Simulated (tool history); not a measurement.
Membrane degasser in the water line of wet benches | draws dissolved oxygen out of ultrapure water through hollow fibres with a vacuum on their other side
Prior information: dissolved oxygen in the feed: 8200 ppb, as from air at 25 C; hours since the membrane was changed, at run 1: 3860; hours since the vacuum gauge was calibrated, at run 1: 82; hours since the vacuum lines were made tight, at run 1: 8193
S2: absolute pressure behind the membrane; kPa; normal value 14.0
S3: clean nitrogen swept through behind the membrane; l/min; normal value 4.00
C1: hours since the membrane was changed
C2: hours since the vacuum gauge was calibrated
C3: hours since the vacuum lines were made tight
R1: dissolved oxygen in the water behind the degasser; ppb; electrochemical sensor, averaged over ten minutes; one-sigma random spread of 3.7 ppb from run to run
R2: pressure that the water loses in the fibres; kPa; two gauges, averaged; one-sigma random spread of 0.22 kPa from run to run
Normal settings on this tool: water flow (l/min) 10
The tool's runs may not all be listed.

{"run": 1, "hour": 0.0, "water flow (l/min)": 10, "S2": 14.0, "S3": 4.0, "C1": 3860, "C2": 82, "C3": 8193, "R1": 416.9, "R2": 55.47}
{"run": 2, "hour": 119.7, "water flow (l/min)": 10, "S2": 14.0, "S3": 4.0, "C1": 3979, "C2": 202, "C3": 8313, "R1": 424.3, "R2": 55.87}
{"run": 3, "hour": 226.4, "water flow (l/min)": 10, "S2": 14.0, "S3": 4.0, "C1": 4086, "C2": 308, "C3": 8419, "R1": 410.8, "R2": 55.98}
{"run": 4, "hour": 303.8, "water flow (l/min)": 10, "S2": 14.0, "S3": 4.0, "C1": 4164, "C2": 386, "C3": 8497, "R1": 419.9, "R2": 55.83}
{"run": 5, "hour": 427.0, "water flow (l/min)": 10, "S2": 14.0, "S3": 3.07, "C1": 4287, "C2": 509, "C3": 8620, "R1": 436.0, "R2": 55.85}
{"run": 6, "hour": 501.3, "water flow (l/min)": 10, "S2": 14.0, "S3": 3.07, "C1": 4361, "C2": 583, "C3": 8694, "R1": 444.1, "R2": 55.73}
{"run": 7, "hour": 597.4, "water flow (l/min)": 10, "S2": 14.0, "S3": 3.07, "C1": 4457, "C2": 679, "C3": 8790, "R1": 444.2, "R2": 55.89}
{"run": 8, "hour": 709.2, "water flow (l/min)": 10, "S2": 14.0, "S3": 5.73, "C1": 4569, "C2": 791, "C3": 8902, "R1": 404.7, "R2": 56.1}
{"run": 9, "hour": 813.1, "water flow (l/min)": 10, "S2": 14.0, "S3": 5.73, "C1": 4673, "C2": 895, "C3": 9006, "R1": 404.4, "R2": 55.77}
{"run": 10, "hour": 910.3, "water flow (l/min)": 10, "S2": 14.0, "S3": 4.0, "C1": 4770, "C2": 992, "C3": 9103, "R1": 423.6, "R2": 56.54}
{"run": 11, "hour": 965.5, "water flow (l/min)": 10, "S2": 14.0, "S3": 4.0, "C1": 4825, "C2": 1048, "C3": 9158, "R1": 422.5, "R2": 56.27}
{"run": 12, "hour": 1043.2, "water flow (l/min)": 10, "S2": 14.0, "S3": 4.0, "C1": 4903, "C2": 1125, "C3": 9236, "R1": 427.8, "R2": 56.36}
{"run": 13, "hour": 1105.9, "water flow (l/min)": 10, "S2": 14.0, "S3": 4.0, "C1": 4966, "C2": 1188, "C3": 9299, "R1": 420.1, "R2": 56.12}
{"run": 14, "hour": 1195.5, "water flow (l/min)": 15, "S2": 14.0, "S3": 2.08, "C1": 5055, "C2": 1278, "C3": 9388, "R1": 767.3, "R2": 84.67}
{"run": 15, "hour": 1254.2, "water flow (l/min)": 6, "S2": 8.6, "S3": 1.93, "C1": 5114, "C2": 1336, "C3": 9447, "R1": 211.4, "R2": 33.78}
{"hour": 1264.6, "done": "vacuum gauge calibrated"}
{"run": 16, "hour": 1334.4, "water flow (l/min)": 6, "S2": 8.6, "S3": 1.93, "C1": 5194, "C2": 70, "C3": 9527, "R1": 210.3, "R2": 33.93}
{"run": 17, "hour": 1445.6, "water flow (l/min)": 7, "S2": 32.2, "S3": 1.93, "C1": 5305, "C2": 181, "C3": 9638, "R1": 472.7, "R2": 39.7}
{"run": 18, "hour": 1544.8, "water flow (l/min)": 9, "S2": 21.0, "S3": 9.52, "C1": 5404, "C2": 280, "C3": 9737, "R1": 360.4, "R2": 50.98}
{"run": 19, "hour": 1594.8, "water flow (l/min)": 9, "S2": 21.0, "S3": 9.52, "C1": 5454, "C2": 330, "C3": 9787, "R1": 364.3, "R2": 51.26}
{"run": 20, "hour": 1693.2, "water flow (l/min)": 14, "S2": 10.8, "S3": 7.2, "C1": 5552, "C2": 429, "C3": 9886, "R1": 595.1, "R2": 79.33}
{"hour": 1789.5, "done": "seals of the vacuum lines changed"}
{"run": 21, "hour": 1796.5, "water flow (l/min)": 10, "S2": 11.1, "S3": 8.57, "C1": 5654, "C2": 530, "C3": 7, "R1": 392.1, "R2": 56.67}
{"run": 22, "hour": 1867.7, "water flow (l/min)": 10, "S2": 11.1, "S3": 8.57, "C1": 5725, "C2": 601, "C3": 78, "R1": 395.8, "R2": 56.83}
{"run": 23, "hour": 1925.4, "water flow (l/min)": 10, "S2": 11.1, "S3": 8.57, "C1": 5783, "C2": 659, "C3": 136, "R1": 395.4, "R2": 56.96}
{"run": 24, "hour": 1980.4, "water flow (l/min)": 10, "S2": 20.4, "S3": 4.0, "C1": 5838, "C2": 714, "C3": 191, "R1": 465.6, "R2": 56.8}
{"hour": 2003.9, "done": "vacuum gauge calibrated, once more"}
{"run": 25, "hour": 2063.5, "water flow (l/min)": 10, "S2": 20.4, "S3": 4.0, "C1": 5920, "C2": 60, "C3": 273, "R1": 472.6, "R2": 56.93}
{"run": 26, "hour": 2174.3, "water flow (l/min)": 14, "S2": 9.6, "S3": 4.0, "C1": 6031, "C2": 170, "C3": 384, "R1": 635.4, "R2": 80.06}

4 ways to go on from here, each from the tool as it stands after run 26. What would each give?
{"run": "A", "hour": 2233.9, "water flow (l/min)": 6, "S2": 19.7, "S3": 9.0, "C1": 6091, "C2": 230, "C3": 444, "R1": "?", "R2": "?"}
{"run": "B", "hour": 2233.9, "water flow (l/min)": 10, "S2": 9.6, "S3": 4.0, "C1": 6091, "C2": 230, "C3": 444, "R1": "?", "R2": "?"}
{"run": "C", "hour": 2233.9, "water flow (l/min)": 14, "S2": 21.1, "S3": 4.49, "C1": 6091, "C2": 230, "C3": 444, "R1": "?", "R2": "?"}
{"run": "D", "hour": 2233.9, "water flow (l/min)": 14, "S2": 9.6, "S3": 9.14, "C1": 6091, "C2": 230, "C3": 444, "R1": "?", "R2": "?"}

run=A R1=201.4 R2=34.28
run=B R1=418.9 R2=56.68
run=C R1=703.9 R2=79.81
run=D R1=607.5 R2=79.13
What these runs would have given with no unlogged condition in the tool:
run=A R1=164.6 R2=32.29
run=B R1=353.0 R2=53.39
run=C R1=617.9 R2=75.16
run=D R1=519.2 R2=74.52
